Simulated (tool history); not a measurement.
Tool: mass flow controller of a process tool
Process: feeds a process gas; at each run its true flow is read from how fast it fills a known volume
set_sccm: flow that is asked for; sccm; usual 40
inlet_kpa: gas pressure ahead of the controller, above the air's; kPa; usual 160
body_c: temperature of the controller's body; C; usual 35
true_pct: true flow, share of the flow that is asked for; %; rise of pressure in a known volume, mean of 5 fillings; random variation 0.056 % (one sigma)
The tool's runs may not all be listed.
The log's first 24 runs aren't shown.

run 25 hour=2424.8 | set_sccm=40 inlet_kpa=160 body_c=35 | true_pct=99.04
run 26 hour=2500.5 | set_sccm=40 inlet_kpa=160 body_c=35 | true_pct=98.86
run 27 hour=2576.4 | set_sccm=89 inlet_kpa=180 body_c=35 | true_pct=98.23
run 28 hour=2686.2 | set_sccm=89 inlet_kpa=180 body_c=35 | true_pct=98.16
run 29 hour=2769.2 | set_sccm=89 inlet_kpa=180 body_c=35 | true_pct=98.15
-- hour=2782 controller's zero set anew
run 30 hour=2848.5 | set_sccm=40 inlet_kpa=169 body_c=31 | true_pct=99.78
run 31 hour=2907.2 | set_sccm=40 inlet_kpa=169 body_c=31 | true_pct=99.72
run 32 hour=3004.1 | set_sccm=15 inlet_kpa=160 body_c=35 | true_pct=104.29
run 33 hour=3120.5 | set_sccm=38 inlet_kpa=160 body_c=24 | true_pct=100.41
run 34 hour=3189.3 | set_sccm=38 inlet_kpa=160 body_c=24 | true_pct=100.43
run 35 hour=3273.4 | set_sccm=38 inlet_kpa=159 body_c=24 | true_pct=100.42
run 36 hour=3354 | set_sccm=40 inlet_kpa=154 body_c=25 | true_pct=100.13
run 37 hour=3423.2 | set_sccm=24 inlet_kpa=150 body_c=21 | true_pct=102.42
-- hour=3483.8 controller's zero set anew, once more
run 38 hour=3532.3 | set_sccm=24 inlet_kpa=153 body_c=21 | true_pct=97.35
run 39 hour=3627 | set_sccm=40 inlet_kpa=175 body_c=21 | true_pct=97.56
run 40 hour=3738.2 | set_sccm=36 inlet_kpa=175 body_c=22 | true_pct=97.39
run 41 hour=3805.6 | set_sccm=36 inlet_kpa=197 body_c=22 | true_pct=97.32
run 42 hour=3861.6 | set_sccm=36 inlet_kpa=197 body_c=22 | true_pct=97.38
run 43 hour=3951.3 | set_sccm=40 inlet_kpa=189 body_c=35 | true_pct=96.41
run 44 hour=4062.8 | set_sccm=40 inlet_kpa=189 body_c=35 | true_pct=96.45

The next listed run, before its measurement:
run 45 hour=4189.8 | set_sccm=40 inlet_kpa=189 body_c=35 | true_pct=?

{"run 45": {"true_pct": 96.52}}
Without the tool's hidden state the same run would have given true_pct 98.63 %.

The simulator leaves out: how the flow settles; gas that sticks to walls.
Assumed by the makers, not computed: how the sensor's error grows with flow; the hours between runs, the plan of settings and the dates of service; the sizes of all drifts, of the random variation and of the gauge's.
